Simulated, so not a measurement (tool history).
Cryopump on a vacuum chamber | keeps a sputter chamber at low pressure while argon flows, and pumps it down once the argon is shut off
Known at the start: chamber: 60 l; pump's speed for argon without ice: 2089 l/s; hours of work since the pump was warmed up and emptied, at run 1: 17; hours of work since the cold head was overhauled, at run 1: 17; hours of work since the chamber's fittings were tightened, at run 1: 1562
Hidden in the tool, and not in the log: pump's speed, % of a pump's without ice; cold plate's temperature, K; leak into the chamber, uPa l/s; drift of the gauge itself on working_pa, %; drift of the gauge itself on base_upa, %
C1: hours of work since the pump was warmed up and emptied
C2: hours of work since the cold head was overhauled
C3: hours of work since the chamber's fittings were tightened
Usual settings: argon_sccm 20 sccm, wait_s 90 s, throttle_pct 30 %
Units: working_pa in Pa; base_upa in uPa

Run 1, hour 0: usual settings; C1 17; C2 17; C3 1562. Result: working_pa 0.0541 Pa, base_upa 1.61 uPa.
Run 2, hour 8.8: usual settings; C1 23; C2 23; C3 1568. Result: working_pa 0.0561 Pa, base_upa 1.58 uPa.
Run 3, hour 24.1: usual settings; C1 34; C2 34; C3 1579. Result: working_pa 0.0543 Pa, base_upa 1.67 uPa.
Run 4, hour 39.3: usual settings; C1 45; C2 45; C3 1590. Result: working_pa 0.0543 Pa, base_upa 1.63 uPa.
Run 5, hour 51.3: usual settings; C1 53; C2 53; C3 1598. Result: working_pa 0.0554 Pa, base_upa 1.62 uPa.
Run 6, hour 62.1: usual settings; C1 61; C2 61; C3 1606. Result: working_pa 0.0542 Pa, base_upa 1.64 uPa.
Run 7, hour 75.2: usual settings; C1 70; C2 70; C3 1615. Result: working_pa 0.0536 Pa, base_upa 1.66 uPa.
Run 8, hour 87.1: usual settings but wait_s 24 s; C1 78; C2 78; C3 1623. Result: working_pa 0.0544 Pa, base_upa 3.35 uPa.
Run 9, hour 103.7: usual settings but throttle_pct 52 %; C1 90; C2 90; C3 1635. Result: working_pa 0.0317 Pa, base_upa 1.72 uPa.
Run 10, hour 122.6: usual settings but throttle_pct 52 %; C1 103; C2 103; C3 1648. Result: working_pa 0.0323 Pa, base_upa 1.66 uPa.
Run 11, hour 141.2: usual settings but throttle_pct 52 %; C1 116; C2 116; C3 1661. Result: working_pa 0.0317 Pa, base_upa 1.73 uPa.
Run 12, hour 152.1: usual settings but argon_sccm 31 sccm, throttle_pct 37 %; C1 124; C2 124; C3 1669. Result: working_pa 0.0706 Pa, base_upa 1.69 uPa.
Run 13, hour 165.2: usual settings but wait_s 73 s, throttle_pct 23 %; C1 133; C2 133; C3 1678. Result: working_pa 0.0708 Pa, base_upa 1.87 uPa.
Run 14, hour 174.5: usual settings but argon_sccm 10 sccm, wait_s 268 s, throttle_pct 15 %; C1 139; C2 139; C3 1684. Result: working_pa 0.0548 Pa, base_upa 1.3 uPa.
Run 15, hour 191.1: usual settings but argon_sccm 23 sccm, wait_s 75 s, throttle_pct 58 %; C1 151; C2 151; C3 1696. Result: working_pa 0.0333 Pa, base_upa 1.88 uPa.
Run 16, hour 201.8: usual settings but argon_sccm 23 sccm, wait_s 75 s, throttle_pct 58 %; C1 158; C2 158; C3 1703. Result: working_pa 0.0343 Pa, base_upa 1.87 uPa.
Run 17, hour 219.4: usual settings but argon_sccm 11 sccm, wait_s 47 s; C1 171; C2 171; C3 1716. Result: working_pa 0.0302 Pa, base_upa 2.36 uPa.
Run 18, hour 233.4: usual settings but wait_s 161 s; C1 180; C2 180; C3 1725. Result: working_pa 0.0552 Pa, base_upa 1.45 uPa.
Run 19, hour 247: usual settings but argon_sccm 24 sccm, wait_s 253 s, throttle_pct 20 %; C1 190; C2 190; C3 1735. Result: working_pa 0.0993 Pa, base_upa 1.35 uPa.
Run 20, hour 266.3: usual settings but argon_sccm 28 sccm, wait_s 85 s, throttle_pct 20 %; C1 203; C2 203; C3 1748. Result: working_pa 0.116 Pa, base_upa 1.85 uPa.
Run 21, hour 275: usual settings but wait_s 24 s; C1 209; C2 209; C3 1754. Result: working_pa 0.0566 Pa, base_upa 3.59 uPa.

5 ways to go on from here, each from the tool as it stands after run 21. What would each give?
Run A, hour 287.7: usual settings but argon_sccm 33 sccm, wait_s 24 s, throttle_pct 16 %; C1 218; C2 218; C3 1763. Result: working_pa ?, base_upa ?.
Run B, hour 287.7: usual settings but argon_sccm 10 sccm, wait_s 24 s; C1 218; C2 218; C3 1763. Result: working_pa ?, base_upa ?.
Run C, hour 287.7: usual settings but argon_sccm 12 sccm, wait_s 118 s, throttle_pct 57 %; C1 218; C2 218; C3 1763. Result: working_pa ?, base_upa ?.
Run D, hour 287.7: usual settings but wait_s 109 s, throttle_pct 27 %; C1 218; C2 218; C3 1763. Result: working_pa ?, base_upa ?.
Run E, hour 287.7: usual settings but argon_sccm 16 sccm, throttle_pct 24 %; C1 218; C2 218; C3 1763. Result: working_pa ?, base_upa ?.

run  working_pa  base_upa
  A      0.1702      3.59
  B      0.0275      3.57
  C      0.0183      1.63
  D      0.0621      1.69
  E       0.056      1.79
Without the tool's hidden state the same runs would have given:
run  working_pa  base_upa
  A      0.1667      2.53
  B      0.0265      2.53
  C       0.017      0.61
  D      0.0599      0.66
  E      0.0542      0.79

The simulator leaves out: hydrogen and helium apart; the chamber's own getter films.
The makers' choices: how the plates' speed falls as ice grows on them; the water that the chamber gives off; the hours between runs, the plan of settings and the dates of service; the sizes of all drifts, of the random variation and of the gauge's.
